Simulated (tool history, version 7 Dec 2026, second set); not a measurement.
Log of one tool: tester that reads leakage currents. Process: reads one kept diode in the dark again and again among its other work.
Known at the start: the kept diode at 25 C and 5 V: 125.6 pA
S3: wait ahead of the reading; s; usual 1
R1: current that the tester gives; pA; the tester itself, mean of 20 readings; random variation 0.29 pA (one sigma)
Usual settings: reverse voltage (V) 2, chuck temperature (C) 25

Run 1, hour 0: usual settings. Result: R1 96.03 pA.
Run 2, hour 107.1: usual settings. Result: R1 95.8 pA.
Run 3, hour 241.2: usual settings. Result: R1 96.39 pA.
Run 4, hour 338.9: usual settings. Result: R1 96.42 pA.
Run 5, hour 470.3: usual settings. Result: R1 96.26 pA.
Run 6, hour 605.1: usual settings. Result: R1 96.31 pA.
Run 7, hour 738.5: usual settings. Result: R1 95.92 pA.
Run 8, hour 876.7: usual settings. Result: R1 96.16 pA.
Run 9, hour 945.8: usual settings but reverse voltage (V) 17.17. Result: R1 190.11 pA.
Run 10, hour 1027.9: usual settings but reverse voltage (V) 17.17. Result: R1 189.83 pA.
Run 11, hour 1157.8: usual settings but reverse voltage (V) 17.17. Result: R1 189.77 pA.
At hour 1173.3: chuck's temperature calibrated.
Run 12, hour 1327.4: usual settings but reverse voltage (V) 17.17. Result: R1 188.76 pA.
Run 13, hour 1408.9: usual settings. Result: R1 96.41 pA.
Run 14, hour 1559.1: usual settings but S3 1.23 s. Result: R1 96.3 pA.
Run 15, hour 1674.1: usual settings but S3 1.23 s. Result: R1 95.48 pA.
Run 16, hour 1819.9: usual settings but S3 1.23 s. Result: R1 95.9 pA.
Run 17, hour 1957.3: usual settings but S3 1.23 s. Result: R1 95.85 pA.
Run 18, hour 2032.8: usual settings but S3 1.23 s. Result: R1 95.73 pA.
Run 19, hour 2157.2: usual settings. Result: R1 96.35 pA.
Run 20, hour 2228.8: usual settings. Result: R1 96.74 pA.
Run 21, hour 2390.8: usual settings but reverse voltage (V) 1.08, chuck temperature (C) 51. Result: R1 558.41 pA.
At hour 2440.4: chuck's temperature calibrated.
At hour 2475.4: tester calibrated.
Run 22, hour 2494.8: usual settings but reverse voltage (V) 1.08, chuck temperature (C) 51. Result: R1 557.99 pA.
At hour 2569.6: probe card cleaned and baked.
Run 23, hour 2612.4: usual settings but reverse voltage (V) 2.3, chuck temperature (C) 51, S3 2.07 s. Result: R1 702.52 pA.
Run 24, hour 2691.5: usual settings but reverse voltage (V) 2.3, chuck temperature (C) 51, S3 2.07 s. Result: R1 701.92 pA.
Run 25, hour 2829.6: usual settings but reverse voltage (V) 3.28, chuck temperature (C) 44, S3 1.05 s. Result: R1 478.87 pA.
Run 26, hour 2941.2: usual settings but reverse voltage (V) 2.61, chuck temperature (C) 49, S3 1.05 s. Result: R1 634.81 pA.
Run 27, hour 3036.9: usual settings but reverse voltage (V) 7.56, chuck temperature (C) 58, S3 3.39 s. Result: R1 1602.1 pA.
Run 28, hour 3136.9: usual settings but reverse voltage (V) 7.56, chuck temperature (C) 58, S3 3.39 s. Result: R1 1612.66 pA.
Run 29, hour 3214.9: usual settings but reverse voltage (V) 6.8, chuck temperature (C) 49, S3 0.6 s. Result: R1 850.66 pA.
Run 30, hour 3376.8: usual settings but reverse voltage (V) 15.95, S3 7.22 s. Result: R1 179.47 pA.
Run 31, hour 3470.3: usual settings but chuck temperature (C) 32, S3 2.5 s. Result: R1 167.96 pA.
Run 32, hour 3615.2: usual settings but chuck temperature (C) 46, S3 2.5 s. Result: R1 473.87 pA.
Run 33, hour 3699.4: usual settings but chuck temperature (C) 46, S3 2.5 s. Result: R1 472.16 pA.
At hour 3712.5: chuck's temperature calibrated.
Run 34, hour 3812: usual settings but reverse voltage (V) 7.85, chuck temperature (C) 57, S3 0.37 s. Result: R1 1525.92 pA.
Run 35, hour 3914.9: usual settings but S3 2.33 s. Result: R1 95.81 pA.
Run 36, hour 4066.8: usual settings but S3 2.33 s. Result: R1 96.27 pA.
Run 37, hour 4228: usual settings but reverse voltage (V) 1.14, S3 2.33 s. Result: R1 80.99 pA.
Run 38, hour 4315.3: usual settings but reverse voltage (V) 4.84, chuck temperature (C) 37, S3 0.88 s. Result: R1 322.13 pA.
Run 39, hour 4434.5: usual settings but chuck temperature (C) 47, S3 0.33 s. Result: R1 511.57 pA.

The same runs without the tool's hidden state, with the same run-to-run variation:
The hidden state here: stray current of the dirty probe card, pA a volt; current scale over the true one, %; true chuck temperature over the reading, C; drift of the gauge itself on leakage_pa, %.
run       R1
  1    95.99
  2    95.76
  3    96.35
  4    96.39
  5    96.24
  6    96.29
  7    95.91
  8    96.15
  9   189.87
 10   189.59
 11   189.54
 12   188.44
 13    96.37
 14    96.27
 15    95.45
 16    95.87
 17    95.84
 18    95.72
 19    96.34
 20    96.73
 21   558.59
 22   557.98
 23   702.57
 24   701.99
 25   478.95
 26   634.93
 27  1602.46
 28  1613.08
 29   850.91
 30   179.49
 31   168.03
 32   474.09
 33    472.4
 34  1525.96
 35    95.81
 36    96.28
 37       81
 38   322.18
 39   511.71
